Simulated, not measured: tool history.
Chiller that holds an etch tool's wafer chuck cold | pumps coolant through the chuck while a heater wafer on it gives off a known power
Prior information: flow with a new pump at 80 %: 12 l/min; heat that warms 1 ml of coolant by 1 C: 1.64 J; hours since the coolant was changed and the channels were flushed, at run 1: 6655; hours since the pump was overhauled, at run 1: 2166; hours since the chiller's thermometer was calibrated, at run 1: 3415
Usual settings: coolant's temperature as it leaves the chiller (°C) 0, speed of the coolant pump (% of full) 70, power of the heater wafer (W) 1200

| run | hour | coolant's temperature as it leaves the chiller (°C) | speed of the coolant pump (% of full) | power of the heater wafer (W) | hours since the coolant was changed and the channels were flushed | hours since the pump was overhauled | hours since the chiller's thermometer was calibrated | chuck's temperature once it has settled (°C) | how much warmer the coolant comes back (C) |
|---|---|---|---|---|---|---|---|---|---|
| 1 | 0 | 0 | 70 | 1200 | 6655 | 2166 | 3415 | 11.2 | 4.39 |
| 2 | 73.9 | 0 | 70 | 1200 | 6729 | 2240 | 3489 | 11 | 4.46 |
| 3 | 144 | 0 | 70 | 1200 | 6799 | 2310 | 3559 | 11 | 4.45 |
| 4 | 188.5 | 0 | 70 | 1593 | 6844 | 2355 | 3603 | 15 | 5.85 |
| 5 | 244.5 | 0 | 93 | 1200 | 6900 | 2411 | 3659 | 8.8 | 3.21 |
| 6 | 299.3 | 0 | 93 | 1200 | 6955 | 2465 | 3714 | 8.8 | 3.2 |
| 7 | 342.9 | 0 | 93 | 1200 | 6998 | 2509 | 3758 | 8.8 | 3.26 |
| 8 | 409 | 0 | 93 | 1200 | 7064 | 2575 | 3824 | 8.9 | 3.28 |
| 9 | 473.4 | 0 | 93 | 637 | 7129 | 2639 | 3888 | 4.4 | 1.72 |
| 10 | 523.9 | 0 | 70 | 1200 | 7179 | 2690 | 3939 | 11.1 | 4.48 |
| 11 | 565.9 | 0 | 80 | 1200 | 7221 | 2732 | 3981 | 9.9 | 3.87 |
| 12 | 640 | 0 | 70 | 1200 | 7295 | 2806 | 4055 | 11.1 | 4.43 |
| 13 | 707.3 | 0 | 70 | 1200 | 7363 | 2873 | 4122 | 11.3 | 4.53 |
| 14 | 776.3 | 0 | 70 | 1200 | 7432 | 2942 | 4191 | 11.2 | 4.43 |
| 15 | 820.4 | 0 | 70 | 1200 | 7476 | 2987 | 4235 | 11.1 | 4.36 |
| 16 | 896.2 | 0 | 70 | 1200 | 7551 | 3062 | 4311 | 11.2 | 4.49 |
| 17 | 933.4 | 4 | 70 | 1230 | 7589 | 3099 | 4348 | 15.6 | 4.57 |
| 18 | 984.2 | 0 | 70 | 893 | 7639 | 3150 | 4399 | 8.2 | 3.33 |

Run 19 has not been measured yet. What should we expect?
| 19 | 1032 | -4 | 67 | 933 | 7687 | 3198 | 4447 | ? | ? |

chuck's temperature once it has settled (°C): 4.9
how much warmer the coolant comes back (C): 3.67
Were there no unlogged condition in the tool, this run, its random variation unchanged, would have produced chuck's temperature once it has settled (°C) 4.1, how much warmer the coolant comes back (C) 3.46.

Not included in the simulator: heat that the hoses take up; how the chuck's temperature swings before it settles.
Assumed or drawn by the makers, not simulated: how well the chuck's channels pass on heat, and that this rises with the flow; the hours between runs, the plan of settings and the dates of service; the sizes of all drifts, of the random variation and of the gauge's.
